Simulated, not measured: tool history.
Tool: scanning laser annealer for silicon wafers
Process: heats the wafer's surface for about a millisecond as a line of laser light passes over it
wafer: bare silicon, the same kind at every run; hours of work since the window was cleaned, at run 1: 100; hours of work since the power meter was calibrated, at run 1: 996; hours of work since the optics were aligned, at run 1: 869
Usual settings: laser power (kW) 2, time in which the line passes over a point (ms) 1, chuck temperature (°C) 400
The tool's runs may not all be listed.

| run | hour | laser power (kW) | time in which the line passes over a point (ms) | chuck temperature (°C) | hours of work since the window was cleaned | hours of work since the power meter was calibrated | hours of work since the optics were aligned | highest temperature of the surface (°C) |
|---|---|---|---|---|---|---|---|---|
| 1 | 0 | 2 | 1 | 400 | 100 | 996 | 869 | 1149 |
| 2 | 29.1 | 2 | 1 | 400 | 123 | 1019 | 892 | 1145 |
| 3 | 65.3 | 2 | 1.08 | 400 | 151 | 1048 | 921 | 1172 |
| 4 | 108.4 | 2 | 1.08 | 400 | 185 | 1082 | 955 | 1166 |
| 5 | 138.3 | 2 | 1 | 400 | 209 | 1105 | 978 | 1139 |
| 6 | 166.3 | 2 | 1 | 400 | 231 | 1127 | 1000 | 1136 |
| 7 | 215.5 | 2 | 1 | 418 | 270 | 1166 | 1039 | 1151 |
| 8 | 237.5 | 2 | 1 | 418 | 287 | 1184 | 1056 | 1153 |
| 9 | 274 | 2 | 1 | 375 | 316 | 1212 | 1085 | 1104 |
| 10 | 321.8 | 2 | 0.75 | 400 | 354 | 1250 | 1123 | 1040 |
| 11 | 364 | 2 | 0.75 | 400 | 387 | 1284 | 1156 | 1036 |
| 12 | 390.3 | 2 | 0.75 | 400 | 408 | 1304 | 1177 | 1036 |
| 13 | 413.6 | 2 | 1 | 400 | 426 | 1323 | 1195 | 1120 |
| 14 | 460.3 | 2 | 1 | 400 | 463 | 1359 | 1232 | 1115 |
| 15 | 506.7 | 2 | 1 | 400 | 500 | 1396 | 1269 | 1110 |
| 16 | 552.6 | 2 | 1 | 400 | 536 | 1432 | 1305 | 1109 |
|  | 564.1 | window over the wafer cleaned |
| 17 | 577.1 | 2 | 0.89 | 400 | 10 | 1450 | 1323 | 1120 |
| 18 | 624.4 | 2 | 0.89 | 400 | 48 | 1487 | 1360 | 1116 |
| 19 | 648.9 | 2 | 0.89 | 400 | 67 | 1507 | 1380 | 1115 |
| 20 | 691.6 | 1.989 | 0.73 | 375 | 101 | 1540 | 1413 | 1026 |
| 21 | 721.1 | 2 | 1 | 391 | 124 | 1564 | 1437 | 1134 |
| 22 | 746.1 | 2 | 1 | 391 | 144 | 1583 | 1456 | 1131 |
| 23 | 794.1 | 1.831 | 1.13 | 391 | 182 | 1621 | 1494 | 1102 |
|  | 801.3 | laser's power meter calibrated |
| 24 | 823.8 | 1.831 | 1.13 | 391 | 203 | 18 | 1515 | 1104 |
| 25 | 864 | 1.831 | 1.13 | 391 | 234 | 49 | 1547 | 1101 |
| 26 | 883.9 | 2.138 | 0.72 | 385 | 250 | 65 | 1563 | 1075 |
| 27 | 918.4 | 1.808 | 1 | 400 | 277 | 92 | 1590 | 1058 |
|  | 950.2 | optics aligned, line set to its width |
| 28 | 968.2 | 2 | 0.87 | 400 | 313 | 128 | 14 | 1106 |
|  | 988.5 | laser's power meter calibrated, once more |
| 29 | 1007.7 | 2 | 0.87 | 400 | 341 | 15 | 43 | 1095 |
| 30 | 1041.4 | 2.089 | 0.89 | 393 | 368 | 42 | 70 | 1127 |
| 31 | 1069.2 | 1.817 | 0.77 | 402 | 390 | 64 | 91 | 993 |
| 32 | 1101.5 | 1.817 | 0.77 | 402 | 415 | 89 | 117 | 990 |
| 33 | 1150.9 | 2.026 | 0.77 | 427 | 454 | 128 | 156 | 1085 |
| 34 | 1194.1 | 2.07 | 0.96 | 427 | 488 | 162 | 190 | 1168 |
| 35 | 1221.5 | 1.746 | 0.94 | 436 | 510 | 184 | 212 | 1042 |
| 36 | 1256.6 | 1.845 | 0.8 | 436 | 538 | 212 | 239 | 1033 |

Forecast each of these 5 alternatives for the next run:
|  | 1265.6 | window over the wafer cleaned |
| A | 1307.7 | 2.095 | 1 | 439 | 33 | 250 | 278 | ? |
|  | 1265.6 | window over the wafer cleaned |
| B | 1307.7 | 2 | 0.98 | 366 | 33 | 250 | 278 | ? |
|  | 1265.6 | window over the wafer cleaned |
| C | 1307.7 | 1.717 | 0.74 | 390 | 33 | 250 | 278 | ? |
|  | 1265.6 | window over the wafer cleaned |
| D | 1307.7 | 1.734 | 0.81 | 371 | 33 | 250 | 278 | ? |
|  | 1265.6 | window over the wafer cleaned |
| E | 1307.7 | 1.845 | 0.8 | 399 | 33 | 250 | 278 | ? |

| run | highest temperature of the surface (°C) |
|---|---|
| A | 1243 |
| B | 1121 |
| C | 958 |
| D | 967 |
| E | 1033 |
Without the tool's hidden state the same runs would have given:
| run | highest temperature of the surface (°C) |
|---|---|
| A | 1249 |
| B | 1127 |
| C | 963 |
| D | 971 |
| E | 1038 |
